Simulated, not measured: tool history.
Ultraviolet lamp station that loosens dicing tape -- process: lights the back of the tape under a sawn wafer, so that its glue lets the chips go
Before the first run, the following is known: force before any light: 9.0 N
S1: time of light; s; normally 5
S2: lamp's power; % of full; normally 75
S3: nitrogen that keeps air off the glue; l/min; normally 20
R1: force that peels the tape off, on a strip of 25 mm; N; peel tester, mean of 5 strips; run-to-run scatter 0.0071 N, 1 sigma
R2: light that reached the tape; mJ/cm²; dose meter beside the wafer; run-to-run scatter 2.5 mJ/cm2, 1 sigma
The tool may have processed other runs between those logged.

run,hour,S1,S2,S3,R1,R2
1,0.0,5,75,20,0.251,289
2,6.9,5,75,20,0.270,291
3,15.6,5,75,30,0.202,291
4,26.1,5,75,20,0.253,287
5,40.4,5,75,20,0.243,285
6,47.0,5,75,20,0.248,287
7,60.1,5,75,20,0.262,288
8,73.0,5,75,20,0.257,282
9,80.9,5,75,20,0.250,287
10,93.7,5,75,20,0.255,289
11,108.0,5,75,18,0.270,286
12,118.3,5,75,21,0.248,289
13,128.3,7,97,15,0.081,520
14,136.0,7,97,15,0.092,517
15,147.9,5,98,9,0.207,376
16,158.1,5,98,9,0.216,378
17,169.0,5,92,17,0.164,352
18,178.7,5,87,22,0.164,334
19,190.3,10,89,20,0.075,678
20,199.6,5,62,9,0.732,240
21,207.7,5,62,9,0.706,236
22,216.9,5,91,20,0.146,351

Here are 3 independent what-if runs from the current tool condition. What would each one return?
A,228.6,5,75,20,?,?
B,228.6,2,75,11,?,?
C,228.6,5,67,20,?,?

run,R1,R2
A,0.247,288
B,2.308,116
C,0.346,250
Stripped of hidden state, with their random variation kept, the same runs would have yielded:
run,R1,R2
A,0.245,288
B,2.302,116
C,0.344,251

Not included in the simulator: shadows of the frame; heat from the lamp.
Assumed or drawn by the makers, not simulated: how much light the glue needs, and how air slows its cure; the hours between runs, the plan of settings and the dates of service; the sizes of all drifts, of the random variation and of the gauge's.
